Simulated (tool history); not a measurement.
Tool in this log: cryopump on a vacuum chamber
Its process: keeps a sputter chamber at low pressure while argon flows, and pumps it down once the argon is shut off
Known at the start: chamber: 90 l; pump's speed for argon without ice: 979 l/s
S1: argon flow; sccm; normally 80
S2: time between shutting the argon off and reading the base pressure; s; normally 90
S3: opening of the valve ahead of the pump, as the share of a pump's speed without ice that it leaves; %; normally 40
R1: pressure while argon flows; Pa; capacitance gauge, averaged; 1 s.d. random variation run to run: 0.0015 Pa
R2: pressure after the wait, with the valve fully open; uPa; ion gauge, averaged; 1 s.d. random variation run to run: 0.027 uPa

run   hour  S1   S2  S3      R1    R2
  1    0.0  80   90  40  0.3520  3.85
  2   14.7  80   90  40  0.3517  3.86
  3   22.1  47   90  40  0.2078  3.87
  4   29.7  47   90  40  0.2082  3.83
  5   37.8  47   90  40  0.2076  3.85
  6   48.1  47   90  40  0.2065  3.81
  7   57.3  47   90  40  0.2082  3.99
  8   67.5  47   90  40  0.2103  3.93
  9   85.0  47   90  40  0.2083  3.92
 10   92.2  47   90  40  0.2093  4.00
 11  106.4  80   90  40  0.3539  4.02
 12  118.5  80   90  56  0.2585  3.78
 13  131.6  80   90  56  0.2562  4.12
 14  145.0  80   90  16  0.8734  4.06
 15  153.0  80   90  16  0.8744  4.06
 16  167.5  43   90  16  0.4714  4.15
 17  181.3  43   90  16  0.4692  4.12
 18  197.4  80   57  40  0.3583  4.73
 19  206.0  80  194  40  0.3574  3.59
 20  219.8  76  194  40  0.3430  3.67
 21  232.7  45  224  40  0.2028  3.61
 22  240.3  64  149  23  0.4892  3.67
 23  249.5  43  110  25  0.3026  3.98
 24  261.5  61   90  27  0.4004  4.34

What will run 25 give?
 25  279.1  50  90  16   ?   ?

Run 25 produced R1 0.5503 Pa, R2 4.06 uPa.
With the hidden condition absent and the run-to-run variation left alone, this run would have shown R1 0.5409 Pa, R2 1.18 uPa.

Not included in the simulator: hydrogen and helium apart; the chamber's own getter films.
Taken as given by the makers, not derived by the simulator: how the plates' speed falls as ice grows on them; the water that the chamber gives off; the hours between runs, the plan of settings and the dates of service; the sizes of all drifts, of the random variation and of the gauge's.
